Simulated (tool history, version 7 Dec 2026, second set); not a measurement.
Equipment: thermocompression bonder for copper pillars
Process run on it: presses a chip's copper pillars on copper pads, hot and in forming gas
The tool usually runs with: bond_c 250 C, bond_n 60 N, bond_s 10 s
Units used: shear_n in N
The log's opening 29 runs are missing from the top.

run,day,bond_c,bond_n,bond_s,hours of work since the heater was calibrated,hours of work since the force cell was calibrated,hours of work since the gas filter was changed,shear_n
30,52.717,258,74,19,245,1287,108,88.6
31,54.046,240,60,8,263,1305,126,46
# day 54.55: forming gas filter changed
32,56.033,250,56,18,289,1331,20,70.8
33,57.192,250,56,5,304,1346,35,43.5
34,59.438,250,56,5,334,1376,65,41.4
35,60.792,250,56,5,352,1394,83,41.2
36,62.521,275,57,6,375,1417,106,61.8
37,64.362,224,80,10,400,1441,130,46.4
# day 64.588: forming gas filter changed
38,66.546,243,37,6,428,1470,26,30.3

What if the next run were any one of these 3? Each begins from the tool's condition after run 38:
A,67.942,245,49,6,447,1489,45,?
B,67.942,276,65,6,447,1489,45,?
C,67.942,238,45,24,447,1489,45,?

run,shear_n
A,38
B,70.1
C,57.1
Take away the tool's hidden state, keep each run's random variation, and the runs would have read:
run,shear_n
A,41.4
B,74.7
C,61.7

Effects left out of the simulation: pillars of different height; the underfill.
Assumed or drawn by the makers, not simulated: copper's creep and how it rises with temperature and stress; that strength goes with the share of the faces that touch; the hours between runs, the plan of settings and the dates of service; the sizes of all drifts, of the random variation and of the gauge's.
